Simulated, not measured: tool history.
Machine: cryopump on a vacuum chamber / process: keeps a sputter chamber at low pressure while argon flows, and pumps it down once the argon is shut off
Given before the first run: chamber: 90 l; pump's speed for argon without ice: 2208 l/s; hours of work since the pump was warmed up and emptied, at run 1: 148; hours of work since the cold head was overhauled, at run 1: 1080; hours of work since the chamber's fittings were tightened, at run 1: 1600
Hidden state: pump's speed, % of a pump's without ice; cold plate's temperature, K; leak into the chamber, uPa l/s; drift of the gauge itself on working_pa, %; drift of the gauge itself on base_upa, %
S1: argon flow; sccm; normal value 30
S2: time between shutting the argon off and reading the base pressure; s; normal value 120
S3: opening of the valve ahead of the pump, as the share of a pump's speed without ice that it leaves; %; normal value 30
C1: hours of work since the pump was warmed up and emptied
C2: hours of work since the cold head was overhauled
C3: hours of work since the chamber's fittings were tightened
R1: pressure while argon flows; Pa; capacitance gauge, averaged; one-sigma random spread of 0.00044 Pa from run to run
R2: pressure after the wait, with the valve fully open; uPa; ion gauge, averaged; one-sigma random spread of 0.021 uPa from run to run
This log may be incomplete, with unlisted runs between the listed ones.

run	day	S1	S2	S3	C1	C2	C3	R1	R2
1	0	30	120	30	148	1080	1600	0.0773	0.7
2	1.262	30	120	30	175	1106	1627	0.0777	0.69
3	2.525	30	120	30	202	1133	1653	0.0777	0.74
4	3.817	30	120	18	229	1160	1680	0.1292	0.77
5	4.704	30	254	18	247	1179	1699	0.1289	0.58
6	6.083	30	254	18	276	1208	1728	0.1294	0.56
7	7.312	30	254	18	302	1233	1754	0.1292	0.59
8	8.529	30	120	30	328	1259	1779	0.0779	0.75
9	9.721	30	120	30	353	1284	1804	0.0784	0.75
10	11.083	30	120	30	382	1313	1833	0.0788	0.8
11	11.892	30	120	30	399	1330	1850	0.0791	0.74
12	12.738	14	120	30	416	1348	1868	0.0365	0.78
13	14.042	14	120	30	444	1375	1895	0.037	0.79
14	15.288	14	120	30	470	1401	1922	0.0362	0.83
15	16.704	42	120	30	500	1431	1951	0.1109	0.8
16	17.85	42	120	30	524	1455	1975	0.1093	0.8
17	18.754	30	120	30	543	1474	1994	0.0788	0.84
18	20.108	30	57	30	571	1503	2023	0.0789	1.16
19	21.075	30	57	30	592	1523	2043	0.0796	1.19
20	22.375	30	143	30	619	1550	2071	0.0796	0.81
21	23.121	30	143	30	635	1566	2086	0.0795	0.78
22	23.7	18	120	30	647	1578	2098	0.0479	0.84
23	24.75	54	56	16	669	1600	2121	0.2636	1.23
24	25.812	17	78	47	691	1623	2143	0.0291	1
25	26.896	17	78	47	714	1645	2166	0.0294	1.01
26	27.679	12	30	18	731	1662	2182	0.0523	1.81
27	29.004	16	27	21	759	1690	2210	0.0601	1.98
# day 29.212: leaking fittings of the chamber tightened, without venting
28	30.354	20	110	30	785	1716	24	0.0528	0.52
29	30.946	52	44	53	798	1729	36	0.0815	1.03
30	31.688	52	44	53	813	1744	52	0.0812	1.08
31	32.308	30	120	41	826	1757	65	0.0595	0.53
32	33.679	14	42	53	855	1786	94	0.0219	1.15
33	34.938	14	179	60	882	1813	120	0.0201	0.43
# day 35.817: pump warmed up, emptied and cooled again
34	36.567	29	179	60	16	1843	150	0.0373	0.36

Alternative continuations, all from the tool just after run 34; predict every row:
A	37.279	15	77	28	31	1858	165	?	?
B	37.279	30	57	30	31	1858	165	?	?
C	37.279	32	28	48	31	1858	165	?	?
D	37.279	38	131	21	31	1858	165	?	?

run	R1	R2
A	0.0413	0.69
B	0.0778	0.92
C	0.0524	1.56
D	0.1401	0.45
Without the tool's unlogged condition, the same runs would have read:
run	R1	R2
A	0.0409	0.65
B	0.077	0.89
C	0.0516	1.53
D	0.1391	0.42
